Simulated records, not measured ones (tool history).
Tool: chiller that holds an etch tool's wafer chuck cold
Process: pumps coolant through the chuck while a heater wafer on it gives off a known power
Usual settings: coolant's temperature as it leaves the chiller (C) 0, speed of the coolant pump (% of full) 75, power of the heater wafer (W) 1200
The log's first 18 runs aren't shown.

run    hour  coolant's temperature as it leaves the chiller (C)  speed of the coolant pump (% of full)  power of the heater wafer (W)  hours since the coolant was changed and the channels were flushed  hours since the pump was overhauled  hours since the chiller's thermometer was calibrated  chuck's temperature once it has settled (C)  how much warmer the coolant comes back (C)
      653.8  -- gauge calibrated
 19   691.6                                                   3                                     74                            810                                                               8031                                 2225                                                  2559                                         12.5                                        2.57
 20   725.8                                                   3                                     74                            810                                                               8066                                 2259                                                  2593                                         12.7                                        2.53
 21   755.9                                                   2                                     75                           1200                                                               8096                                 2290                                                  2623                                         16.2                                        3.66
 22   792.7                                                   2                                     75                           1302                                                               8132                                 2326                                                  2660                                         17.3                                        3.96
 23   821.2                                                  -4                                     93                           1150                                                               8161                                 2355                                                  2689                                          7.7                                        2.76
 24   850.9                                                  -6                                     83                            659                                                               8191                                 2385                                                  2718                                          1.2                                        1.78
 25   898.5                                                  -3                                     65                            946                                                               8238                                 2432                                                  2766                                          9.2                                        3.34
 26   923.2                                                  -3                                     65                            946                                                               8263                                 2457                                                  2791                                          9.2                                        3.39
 27   947.6                                                  -3                                     65                            946                                                               8287                                 2481                                                  2815                                          9.1                                        3.31
 28   993.6                                                   0                                     81                           1742                                                               8333                                 2527                                                  2861                                         19.5                                        4.82
 29  1016.6                                                   6                                     60                           1493                                                               8356                                 2550                                                  2884                                         26.3                                        5.87
 30  1040.7                                                  -2                                     75                            879                                                               8380                                 2574                                                  2908                                          8.3                                        2.62
 31  1078.8                                                  -9                                     75                            602                                                               8419                                 2612                                                  2946                                         -2.0                                        1.68

Forecast each of these 5 alternatives for the next run:
  A  1117.1                                                  -8                                     75                           1305                                                               8457                                 2651                                                  2985                                            ?                                           ?
  B  1117.1                                                   0                                     92                           1200                                                               8457                                 2651                                                  2985                                            ?                                           ?
  C  1117.1                                                   0                                     65                           1200                                                               8457                                 2651                                                  2985                                            ?                                           ?
  D  1117.1                                                  -9                                     75                            679                                                               8457                                 2651                                                  2985                                            ?                                           ?
  E  1117.1                                                   5                                     60                           1006                                                               8457                                 2651                                                  2985                                            ?                                           ?

run  chuck's temperature once it has settled (C)  how much warmer the coolant comes back (C)
  A                                          7.2                                        3.89
  B                                         12.2                                        2.85
  C                                         15.6                                        4.26
  D                                         -0.8                                        1.99
  E                                         18.9                                        3.85
Without the tool's hidden state the same runs would have given:
run  chuck's temperature once it has settled (C)  how much warmer the coolant comes back (C)
  A                                          7.2                                        4.07
  B                                         12.2                                        3.03
  C                                         15.6                                        4.44
  D                                         -0.9                                        2.17
  E                                         18.8                                        4.03

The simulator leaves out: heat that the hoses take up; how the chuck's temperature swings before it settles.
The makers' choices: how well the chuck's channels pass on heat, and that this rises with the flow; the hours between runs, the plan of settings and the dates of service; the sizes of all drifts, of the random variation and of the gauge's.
